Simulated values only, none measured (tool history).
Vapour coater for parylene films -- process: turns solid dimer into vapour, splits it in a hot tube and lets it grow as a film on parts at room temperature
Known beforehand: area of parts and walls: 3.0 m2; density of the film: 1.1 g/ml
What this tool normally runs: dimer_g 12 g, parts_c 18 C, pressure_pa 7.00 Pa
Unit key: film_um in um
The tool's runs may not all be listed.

run,hour,dimer_g,parts_c,pressure_pa,film_um
1,0.0,12,18,7.00,1.94
2,34.0,12,18,7.00,1.94
3,75.6,12,18,7.00,1.99
4,117.9,12,18,5.05,2.04
# hour 146.8: trap's valve overhauled
5,158.5,8,18,7.00,1.38
6,216.8,12,18,7.00,1.99
7,271.8,12,18,7.00,1.96
8,300.4,12,18,7.00,2.02
9,340.0,12,18,7.00,1.94
10,395.9,12,24,7.00,1.57

Estimate the outcome of run 11 from the log above:
11,444.7,12,24,7.00,?

Run 11 gave film_um 1.54 um.
Were there no unlogged condition in the tool, this run, its random variation unchanged, would have produced film_um 1.54 um.
